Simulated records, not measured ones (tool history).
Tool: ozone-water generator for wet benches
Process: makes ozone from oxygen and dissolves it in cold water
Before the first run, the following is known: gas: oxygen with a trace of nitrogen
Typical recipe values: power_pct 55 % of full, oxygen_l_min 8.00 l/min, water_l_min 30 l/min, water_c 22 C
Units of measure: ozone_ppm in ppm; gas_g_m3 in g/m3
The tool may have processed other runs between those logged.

Run 1, hour 0.0: usual settings. Result: ozone_ppm 24.1 ppm, gas_g_m3 211.4 g/m3.
Run 2, hour 146.9: usual settings. Result: ozone_ppm 23.9 ppm, gas_g_m3 214.7 g/m3.
Run 3, hour 279.2: usual settings but power_pct 53 % of full. Result: ozone_ppm 23.4 ppm, gas_g_m3 206.1 g/m3.
Run 4, hour 376.4: usual settings but power_pct 53 % of full. Result: ozone_ppm 23.1 ppm, gas_g_m3 207.1 g/m3.
Run 5, hour 461.1: usual settings but power_pct 53 % of full. Result: ozone_ppm 23.2 ppm, gas_g_m3 207.1 g/m3.
At hour 610.6: contactor cleaned.
Run 6, hour 644.8: usual settings but power_pct 53 % of full, water_c 16 C. Result: ozone_ppm 25.6 ppm, gas_g_m3 206.9 g/m3.
Run 7, hour 800.1: usual settings. Result: ozone_ppm 24.0 ppm, gas_g_m3 212.9 g/m3.
Run 8, hour 947.0: usual settings. Result: ozone_ppm 24.2 ppm, gas_g_m3 212.9 g/m3.
Run 9, hour 1120.0: usual settings. Result: ozone_ppm 23.8 ppm, gas_g_m3 213.2 g/m3.
Run 10, hour 1263.8: usual settings. Result: ozone_ppm 23.7 ppm, gas_g_m3 212.5 g/m3.
Run 11, hour 1413.5: usual settings. Result: ozone_ppm 24.2 ppm, gas_g_m3 213.8 g/m3.
Run 12, hour 1494.3: usual settings. Result: ozone_ppm 24.2 ppm, gas_g_m3 214.2 g/m3.
Run 13, hour 1674.8: usual settings but power_pct 68 % of full, water_l_min 29 l/min. Result: ozone_ppm 29.1 ppm, gas_g_m3 255.4 g/m3.
Run 14, hour 1862.2: usual settings but power_pct 54 % of full. Result: ozone_ppm 23.6 ppm, gas_g_m3 208.7 g/m3.
Run 15, hour 2003.7: usual settings but water_c 16 C. Result: ozone_ppm 26.3 ppm, gas_g_m3 212.8 g/m3.
Run 16, hour 2098.8: usual settings but water_l_min 27 l/min, water_c 18 C. Result: ozone_ppm 27.4 ppm, gas_g_m3 212.7 g/m3.
Run 17, hour 2239.5: usual settings but water_l_min 27 l/min, water_c 18 C. Result: ozone_ppm 27.1 ppm, gas_g_m3 210.9 g/m3.
Run 18, hour 2373.2: usual settings. Result: ozone_ppm 24.0 ppm, gas_g_m3 213.2 g/m3.
Run 19, hour 2496.3: usual settings but power_pct 71 % of full, oxygen_l_min 4.66 l/min, water_l_min 42 l/min, water_c 25 C. Result: ozone_ppm 19.1 ppm, gas_g_m3 321.8 g/m3.
Run 20, hour 2581.1: usual settings but power_pct 71 % of full, oxygen_l_min 4.66 l/min, water_l_min 42 l/min, water_c 25 C. Result: ozone_ppm 19.2 ppm, gas_g_m3 322.0 g/m3.
Run 21, hour 2766.0: usual settings but power_pct 68 % of full, oxygen_l_min 4.66 l/min, water_l_min 42 l/min, water_c 25 C. Result: ozone_ppm 18.4 ppm, gas_g_m3 309.5 g/m3.
Run 22, hour 2843.2: usual settings but power_pct 68 % of full, oxygen_l_min 4.66 l/min, water_l_min 42 l/min, water_c 25 C. Result: ozone_ppm 18.2 ppm, gas_g_m3 307.7 g/m3.

Below are 5 alternative next runs, each starting from the tool's condition after run 22. Predict each:
Run A, hour 2979.1: usual settings but power_pct 68 % of full, oxygen_l_min 7.34 l/min, water_l_min 42 l/min, water_c 19 C. Result: ozone_ppm ?, gas_g_m3 ?.
Run B, hour 2979.1: usual settings but power_pct 68 % of full, oxygen_l_min 4.66 l/min, water_l_min 31 l/min, water_c 20 C. Result: ozone_ppm ?, gas_g_m3 ?.
Run C, hour 2979.1: usual settings but oxygen_l_min 7.00 l/min. Result: ozone_ppm ?, gas_g_m3 ?.
Run D, hour 2979.1: usual settings but power_pct 98 % of full, oxygen_l_min 4.66 l/min, water_c 25 C. Result: ozone_ppm ?, gas_g_m3 ?.
Run E, hour 2979.1: usual settings but power_pct 68 % of full, oxygen_l_min 7.13 l/min, water_l_min 38 l/min, water_c 26 C. Result: ozone_ppm ?, gas_g_m3 ?.

run  ozone_ppm  gas_g_m3
  A       22.3     261.4
  B       25.2     313.2
  C       23.6     221.4
  D       33.7     421.5
  E       22.6     264.7
Take away the tool's hidden state, keep each run's random variation, and the runs would have read:
run  ozone_ppm  gas_g_m3
  A       22.4     261.9
  B       25.2     313.9
  C       23.6     221.8
  D       33.8     422.6
  E       22.6     265.2
